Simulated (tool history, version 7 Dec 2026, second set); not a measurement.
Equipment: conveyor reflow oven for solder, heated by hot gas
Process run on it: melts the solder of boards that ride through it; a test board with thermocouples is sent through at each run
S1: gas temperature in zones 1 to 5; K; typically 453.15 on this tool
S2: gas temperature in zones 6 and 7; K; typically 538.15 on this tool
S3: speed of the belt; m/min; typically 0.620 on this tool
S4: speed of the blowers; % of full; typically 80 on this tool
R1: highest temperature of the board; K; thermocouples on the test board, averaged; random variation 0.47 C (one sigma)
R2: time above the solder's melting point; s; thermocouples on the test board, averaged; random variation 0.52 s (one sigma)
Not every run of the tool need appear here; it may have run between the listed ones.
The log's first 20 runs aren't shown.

run   hour      S1      S2     S3  S4      R1    R2
 21  414.5  439.15  538.15  0.710  80  520.65  44.9
 22  433.7  439.15  538.15  0.710  84  521.25  46.3
 23  448.7  439.15  538.15  0.710  84  520.25  45.8
 24  462.1  453.15  530.15  0.620  80  518.15  56.7
 25  474.4  453.15  530.15  0.620  80  518.75  57.0
 26  488.3  447.15  526.15  0.732  80  510.05  35.9
 27  504.8  447.15  552.15  0.732  69  528.15  50.3
     517.0  -- flux residue cleaned out of gas plates and filters
 28  536.4  445.15  530.15  0.620  80  518.85  54.7
 29  559.8  440.15  538.15  0.620  80  524.85  58.6
 30  582.4  440.15  527.15  0.515  80  518.65  67.0

Forecast each of these 4 alternatives for the next run:
  A  602.1  444.15  538.15  0.550  64   ?   ?
  B  602.1  440.15  527.15  0.515  61   ?   ?
  C  602.1  451.15  527.15  0.515  80   ?   ?
  D  602.1  452.15  529.15  0.515  68   ?   ?

run      R1    R2
  A  525.35  65.9
  B  515.85  60.3
  C  519.45  71.8
  D  520.25  71.0
The same runs, with their run-to-run variation unchanged, on a tool lacking any hidden condition would have given:
run      R1    R2
  A  526.65  66.3
  B  517.05  61.1
  C  520.75  72.2
  D  521.55  71.4

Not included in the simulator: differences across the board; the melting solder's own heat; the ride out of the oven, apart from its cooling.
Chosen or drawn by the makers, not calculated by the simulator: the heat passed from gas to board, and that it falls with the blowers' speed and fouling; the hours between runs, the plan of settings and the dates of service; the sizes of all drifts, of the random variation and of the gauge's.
